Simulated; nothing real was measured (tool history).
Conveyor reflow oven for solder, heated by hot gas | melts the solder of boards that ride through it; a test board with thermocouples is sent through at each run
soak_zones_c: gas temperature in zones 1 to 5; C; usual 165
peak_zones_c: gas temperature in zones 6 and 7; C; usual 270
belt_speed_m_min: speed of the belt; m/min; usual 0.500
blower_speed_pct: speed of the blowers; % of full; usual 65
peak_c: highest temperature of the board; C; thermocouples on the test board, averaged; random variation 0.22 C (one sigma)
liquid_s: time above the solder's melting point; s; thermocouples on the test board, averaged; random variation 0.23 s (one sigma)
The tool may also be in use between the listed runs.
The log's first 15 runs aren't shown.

run 16 day=11.492 | soak_zones_c=157 peak_zones_c=270 belt_speed_m_min=0.500 blower_speed_pct=65 | peak_c=247.3 liquid_s=51.9
-- day=12.421 belt drive overhauled, speed set with a stopwatch, once more
run 17 day=12.588 | soak_zones_c=167 peak_zones_c=270 belt_speed_m_min=0.500 blower_speed_pct=84 | peak_c=252.6 liquid_s=60.4
run 18 day=13.542 | soak_zones_c=167 peak_zones_c=270 belt_speed_m_min=0.500 blower_speed_pct=84 | peak_c=252.7 liquid_s=60.1
run 19 day=14.388 | soak_zones_c=167 peak_zones_c=270 belt_speed_m_min=0.500 blower_speed_pct=84 | peak_c=252.3 liquid_s=60.4
run 20 day=15.071 | soak_zones_c=167 peak_zones_c=270 belt_speed_m_min=0.500 blower_speed_pct=84 | peak_c=252.5 liquid_s=60.5
run 21 day=15.717 | soak_zones_c=165 peak_zones_c=270 belt_speed_m_min=0.544 blower_speed_pct=89 | peak_c=249.9 liquid_s=52.4
run 22 day=16.262 | soak_zones_c=165 peak_zones_c=270 belt_speed_m_min=0.580 blower_speed_pct=88 | peak_c=247.3 liquid_s=46.2
run 23 day=17.008 | soak_zones_c=165 peak_zones_c=270 belt_speed_m_min=0.480 blower_speed_pct=70 | peak_c=250.5 liquid_s=60.1
run 24 day=17.929 | soak_zones_c=180 peak_zones_c=270 belt_speed_m_min=0.457 blower_speed_pct=64 | peak_c=254.2 liquid_s=72.0
run 25 day=18.421 | soak_zones_c=172 peak_zones_c=270 belt_speed_m_min=0.457 blower_speed_pct=58 | peak_c=251.0 liquid_s=65.6

Run 26 comes next. What will it give?
run 26 day=18.933 | soak_zones_c=160 peak_zones_c=270 belt_speed_m_min=0.553 blower_speed_pct=58 | peak_c=? liquid_s=?

{"run 26": {"peak_c": 240.3, "liquid_s": 39.4}}
Without the tool's hidden state the same run would have given peak_c 241.4 C, liquid_s 40.7 s.
